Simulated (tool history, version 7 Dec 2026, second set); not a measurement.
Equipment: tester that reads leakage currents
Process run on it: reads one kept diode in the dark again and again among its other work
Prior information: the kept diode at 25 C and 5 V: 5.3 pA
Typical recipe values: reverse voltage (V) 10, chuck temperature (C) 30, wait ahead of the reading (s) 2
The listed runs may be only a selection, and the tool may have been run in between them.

run,day,reverse voltage (V),chuck temperature (C),wait ahead of the reading (s),current that the tester gives (pA)
1,0,10,30,2,21.15
2,7.529,17.5,30,2,34.59
3,12.183,17.5,30,2,36.65
4,16.521,17.5,30,2,38.4
5,23.579,17.5,30,2,41.38
# day 25.7: chuck's temperature calibrated
6,29.096,17.5,30,2,40.61
7,35.912,17.5,30,2,43.44
8,39.154,17.5,30,2,44.76
9,46.588,10,30,5.19,29.27
10,53.617,10,30,5.19,31.23
11,59.846,3.9,30,2,16.01
12,64.579,10,30,2,34.43
13,68.283,10,30,2,35.49
14,71.467,10,30,2,36.21
15,78.475,10,30,2,38.05
# day 79.929: probe card cleaned and baked
16,83.817,10,30,2,43.3
17,89.192,10,30,2,44.47
# day 94.492: chuck's temperature calibrated
18,96.483,10,21,2,37.61
# day 98.246: probe card cleaned and baked, once more
19,103.225,10,21,2,8.05
20,110.504,10,21,2,9.75
21,114.354,6.5,35,0.64,20.46
22,120.471,10,30,0.52,23.1
23,127.45,10,30,0.52,24.9
24,130.692,10,30,1.88,21.45
25,134.946,1.7,30,0.51,7.69
26,141.179,1.7,30,0.51,7.9
27,148.842,1.8,41,3.89,15.81
28,153.904,2.8,22,7.91,6.89
29,161.512,1.3,31,2.71,7.21
# day 163.258: chuck's temperature calibrated
30,167.821,10,51,4.6,80.43
31,173.408,10,51,4.6,82.81
32,177.162,10,51,4.6,83.91
33,181.167,1.6,33,2,9.3
34,187.633,1.6,33,0.78,10
35,193.283,1.6,33,0.78,10.23
36,199.579,1.6,33,0.78,10.51
37,204.783,14.3,26,1.35,46.86
38,210.362,12.2,26,6.28,40.04
# day 211.133: probe card cleaned and baked
39,214.592,5.5,36,0.61,19.55
40,218.996,8.3,28,4.5,12.43

Here are 3 independent what-if runs from the current tool condition. What would each one return?
A,224.633,4.1,23,0.71,?
B,224.633,1.5,43,7.4,?
C,224.633,10,30,4.78,?

run,current that the tester gives (pA)
A,7.73
B,15.61
C,17.3
The same runs, with their run-to-run variation unchanged, on a tool lacking any hidden condition would have given:
run,current that the tester gives (pA)
A,6
B,13.51
C,12.75
